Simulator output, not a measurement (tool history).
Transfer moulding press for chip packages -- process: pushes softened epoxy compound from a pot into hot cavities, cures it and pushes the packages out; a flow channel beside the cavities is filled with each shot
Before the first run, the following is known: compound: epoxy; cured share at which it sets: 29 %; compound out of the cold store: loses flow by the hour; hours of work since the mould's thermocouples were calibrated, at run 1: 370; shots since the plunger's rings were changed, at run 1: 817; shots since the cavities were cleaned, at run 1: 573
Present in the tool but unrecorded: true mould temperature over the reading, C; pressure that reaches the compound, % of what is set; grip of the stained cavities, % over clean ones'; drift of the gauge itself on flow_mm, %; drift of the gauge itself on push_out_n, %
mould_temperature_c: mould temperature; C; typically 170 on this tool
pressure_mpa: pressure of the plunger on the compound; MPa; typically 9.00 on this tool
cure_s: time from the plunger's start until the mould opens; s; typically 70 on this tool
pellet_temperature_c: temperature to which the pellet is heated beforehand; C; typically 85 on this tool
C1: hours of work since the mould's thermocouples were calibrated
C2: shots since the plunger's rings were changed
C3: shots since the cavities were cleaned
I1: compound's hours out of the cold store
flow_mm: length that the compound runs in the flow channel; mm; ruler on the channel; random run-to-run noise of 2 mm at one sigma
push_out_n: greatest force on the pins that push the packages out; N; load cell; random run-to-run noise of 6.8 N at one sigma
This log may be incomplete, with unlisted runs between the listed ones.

run 1 hour=0.0 | mould_temperature_c=170 pressure_mpa=9.00 cure_s=70 pellet_temperature_c=85 | C1=370 C2=817 C3=573 | I1=37.3 | flow_mm=712 push_out_n=339
run 2 hour=11.8 | mould_temperature_c=170 pressure_mpa=9.00 cure_s=70 pellet_temperature_c=85 | C1=378 C2=1003 C3=759 | I1=24.3 | flow_mm=773 push_out_n=384
-- hour=27.6 cavities cleaned with cleaning compound and waxed
run 3 hour=39.3 | mould_temperature_c=170 pressure_mpa=9.00 cure_s=70 pellet_temperature_c=85 | C1=394 C2=1410 C3=184 | I1=14.6 | flow_mm=816 push_out_n=319
run 4 hour=53.4 | mould_temperature_c=170 pressure_mpa=9.00 cure_s=70 pellet_temperature_c=85 | C1=402 C2=1631 C3=405 | I1=19.0 | flow_mm=792 push_out_n=341
run 5 hour=69.6 | mould_temperature_c=170 pressure_mpa=9.00 cure_s=70 pellet_temperature_c=85 | C1=412 C2=1886 C3=660 | I1=45.1 | flow_mm=674 push_out_n=354
run 6 hour=86.7 | mould_temperature_c=166 pressure_mpa=9.00 cure_s=70 pellet_temperature_c=85 | C1=423 C2=2153 C3=927 | I1=34.8 | flow_mm=731 push_out_n=450
-- hour=91.2 cavities cleaned with cleaning compound and waxed
run 7 hour=116.5 | mould_temperature_c=166 pressure_mpa=9.00 cure_s=70 pellet_temperature_c=85 | C1=440 C2=2598 C3=398 | I1=44.9 | flow_mm=682 push_out_n=398
run 8 hour=135.4 | mould_temperature_c=170 pressure_mpa=9.00 cure_s=70 pellet_temperature_c=85 | C1=452 C2=2894 C3=694 | I1=21.9 | flow_mm=773 push_out_n=381
-- hour=155.6 cavities cleaned with cleaning compound and waxed
run 9 hour=156.7 | mould_temperature_c=170 pressure_mpa=9.00 cure_s=70 pellet_temperature_c=85 | C1=464 C2=3204 C3=17 | I1=17.7 | flow_mm=788 push_out_n=267
run 10 hour=184.4 | mould_temperature_c=170 pressure_mpa=9.00 cure_s=70 pellet_temperature_c=85 | C1=481 C2=3638 C3=451 | I1=41.2 | flow_mm=679 push_out_n=331
-- hour=207.9 plunger's sealing rings changed
run 11 hour=213.7 | mould_temperature_c=173 pressure_mpa=8.78 cure_s=70 pellet_temperature_c=85 | C1=498 C2=92 C3=873 | I1=38.3 | flow_mm=698 push_out_n=333
-- hour=221.8 cavities cleaned with cleaning compound and waxed
run 12 hour=230.0 | mould_temperature_c=173 pressure_mpa=8.78 cure_s=70 pellet_temperature_c=85 | C1=507 C2=323 C3=128 | I1=35.1 | flow_mm=707 push_out_n=273
run 13 hour=252.7 | mould_temperature_c=170 pressure_mpa=7.76 cure_s=104 pellet_temperature_c=91 | C1=521 C2=679 C3=484 | I1=18.3 | flow_mm=742 push_out_n=295
run 14 hour=276.5 | mould_temperature_c=165 pressure_mpa=10.86 cure_s=60 pellet_temperature_c=85 | C1=535 C2=1053 C3=858 | I1=43.2 | flow_mm=772 push_out_n=665
-- hour=287.5 cavities cleaned with cleaning compound and waxed
run 15 hour=293.7 | mould_temperature_c=170 pressure_mpa=9.37 cure_s=61 pellet_temperature_c=85 | C1=545 C2=1299 C3=98 | I1=43.4 | flow_mm=699 push_out_n=335
run 16 hour=310.7 | mould_temperature_c=169 pressure_mpa=7.54 cure_s=84 pellet_temperature_c=86 | C1=555 C2=1566 C3=365 | I1=27.7 | flow_mm=688 push_out_n=294
run 17 hour=334.7 | mould_temperature_c=173 pressure_mpa=10.54 cure_s=66 pellet_temperature_c=91 | C1=570 C2=1942 C3=741 | I1=16.3 | flow_mm=856 push_out_n=341
-- hour=351.5 cavities cleaned with cleaning compound and waxed
run 18 hour=351.5 | mould_temperature_c=163 pressure_mpa=8.89 cure_s=75 pellet_temperature_c=89 | C1=580 C2=2182 C3=0 | I1=35.7 | flow_mm=733 push_out_n=371
run 19 hour=374.9 | mould_temperature_c=163 pressure_mpa=8.89 cure_s=75 pellet_temperature_c=89 | C1=594 C2=2549 C3=367 | I1=42.1 | flow_mm=700 push_out_n=424

Alternative continuations, all from the tool just after run 19; predict every row:
run A hour=387.7 | mould_temperature_c=178 pressure_mpa=7.32 cure_s=75 pellet_temperature_c=80 | C1=602 C2=2750 C3=568 | I1=14.0 | flow_mm=? push_out_n=?
run B hour=387.7 | mould_temperature_c=177 pressure_mpa=9.00 cure_s=70 pellet_temperature_c=85 | C1=602 C2=2750 C3=568 | I1=14.9 | flow_mm=? push_out_n=?
run C hour=387.7 | mould_temperature_c=170 pressure_mpa=9.00 cure_s=70 pellet_temperature_c=91 | C1=602 C2=2750 C3=568 | I1=30.2 | flow_mm=? push_out_n=?
run D hour=387.7 | mould_temperature_c=170 pressure_mpa=9.00 cure_s=64 pellet_temperature_c=94 | C1=602 C2=2750 C3=568 | I1=13.4 | flow_mm=? push_out_n=?
run E hour=387.7 | mould_temperature_c=174 pressure_mpa=8.89 cure_s=73 pellet_temperature_c=85 | C1=602 C2=2750 C3=568 | I1=23.5 | flow_mm=? push_out_n=?

run=A flow_mm=709 push_out_n=309
run=B flow_mm=780 push_out_n=286
run=C flow_mm=733 push_out_n=363
run=D flow_mm=810 push_out_n=397
run=E flow_mm=747 push_out_n=316
Stripped of hidden state, with their random variation kept, the same runs would have yielded:
run=A flow_mm=729 push_out_n=228
run=B flow_mm=803 push_out_n=211
run=C flow_mm=755 push_out_n=280
run=D flow_mm=834 push_out_n=310
run=E flow_mm=769 push_out_n=236

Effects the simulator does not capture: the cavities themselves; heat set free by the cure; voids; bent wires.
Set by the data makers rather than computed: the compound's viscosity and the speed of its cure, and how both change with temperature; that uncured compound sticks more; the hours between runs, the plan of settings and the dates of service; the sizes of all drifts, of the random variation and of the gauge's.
